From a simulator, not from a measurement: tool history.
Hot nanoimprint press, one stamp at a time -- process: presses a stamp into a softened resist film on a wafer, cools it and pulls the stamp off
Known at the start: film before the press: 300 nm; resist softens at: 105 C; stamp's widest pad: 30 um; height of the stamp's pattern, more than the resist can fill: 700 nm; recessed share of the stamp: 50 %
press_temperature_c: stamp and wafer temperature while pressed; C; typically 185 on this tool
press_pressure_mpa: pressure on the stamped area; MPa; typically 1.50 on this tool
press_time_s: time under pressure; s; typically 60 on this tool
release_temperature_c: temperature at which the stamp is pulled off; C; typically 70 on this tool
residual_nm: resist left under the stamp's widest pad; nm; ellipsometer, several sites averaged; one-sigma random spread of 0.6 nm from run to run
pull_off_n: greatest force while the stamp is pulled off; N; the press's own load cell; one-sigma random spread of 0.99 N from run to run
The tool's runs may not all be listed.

run   hour  press_temperature_c  press_pressure_mpa  press_time_s  release_temperature_c  residual_nm  pull_off_n
  1    0.0                  185                1.50            60                     70        126.0       186.0
  2    8.9                  185                1.50            60                     70        127.3       185.9
  3   18.0                  185                1.53            60                     70        125.4       183.7
  4   25.1                  185                1.53            60                     70        125.0       185.6
  5   33.0                  185                1.53            60                     70        125.0       183.5
  6   43.5                  185                1.53            60                     70        124.8       186.0
  7   48.9                  185                1.53            60                     70        126.9       186.7
  8   55.1                  185                1.53            60                     70        124.9       186.2
  9   64.8                  185                1.51            60                     70        125.8       185.9
 10   71.1                  185                1.50            60                     70        125.8       187.0
 11   76.3                  185                1.50            60                     70        125.8       187.2
 12   81.6                  185                1.50            60                     70        126.2       187.1
 13   85.9                  179                0.94            70                     60        188.4       199.4
 14   92.6                  179                0.94            70                     60        187.8       197.9
 15   97.8                  179                1.66           110                     60        127.0       197.1
 16  104.1                  179                1.66           110                     60        127.2       198.4
 17  109.0                  176                1.50            60                     59        185.1       198.2
 18  118.1                  185                1.50            76                     68        116.9       191.0
 19  123.5                  191                1.36            40                     74        118.5       183.5
     138.7  -- stamp cleaned and given a new release coat
 20  138.7                  191                1.36            40                     68        118.5       189.0
 21  145.6                  187                2.40            36                     67        110.8       189.6
 22  154.9                  187                2.40            36                     67        110.2       189.8
 23  162.4                  185                1.26            60                     70        139.0       184.9

Here are 3 independent what-if runs from the current tool condition. What would each one return?
  A  168.7                  185                1.50            60                     62            ?           ?
  B  168.7                  185                2.07            60                     70            ?           ?
  C  168.7                  185                1.26            91                     77            ?           ?

run  residual_nm  pull_off_n
  A        127.0       195.1
  B        106.8       185.6
  C        117.1       177.6
Take away the tool's hidden state, keep each run's random variation, and the runs would have read:
run  residual_nm  pull_off_n
  A        126.8       195.0
  B        106.6       185.5
  C        117.0       177.5
